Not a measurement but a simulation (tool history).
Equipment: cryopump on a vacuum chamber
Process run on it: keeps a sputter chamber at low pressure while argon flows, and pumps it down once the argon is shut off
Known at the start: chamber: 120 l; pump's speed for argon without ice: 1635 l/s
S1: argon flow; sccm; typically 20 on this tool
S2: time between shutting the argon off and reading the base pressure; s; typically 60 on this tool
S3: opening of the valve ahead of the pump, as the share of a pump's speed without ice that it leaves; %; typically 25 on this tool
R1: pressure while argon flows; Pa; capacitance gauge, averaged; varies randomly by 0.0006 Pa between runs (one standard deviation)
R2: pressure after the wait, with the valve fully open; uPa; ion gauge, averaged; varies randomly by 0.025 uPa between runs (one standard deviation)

run	hour	S1	S2	S3	R1	R2
1	0	20	60	25	0.0828	1.06
2	48.1	20	60	25	0.0836	1.05
3	75.6	20	60	25	0.0832	1.04
4	105.6	20	60	25	0.0832	1.07
5	151.6	20	60	25	0.0829	1.04
6	186.9	20	60	25	0.0836	1.05
7	208.3	20	30	25	0.0853	1.86
8	241.1	20	60	25	0.0839	1.08
9	283.4	20	61	25	0.0844	1.04
10	322.7	24	61	25	0.1013	1
11	362.7	12	148	25	0.0508	0.57
12	397.2	12	148	25	0.0513	0.57
13	423.6	12	148	25	0.0505	0.58
14	474.6	12	148	25	0.0511	0.52

The next listed run, before its measurement:
15	507.3	17	35	25	?	?

Run 15 came out at R1 0.0726 Pa, R2 1.69 uPa.
Were there no unlogged condition in the tool, this run, its random variation unchanged, would have produced R1 0.0703 Pa, R2 1.63 uPa.
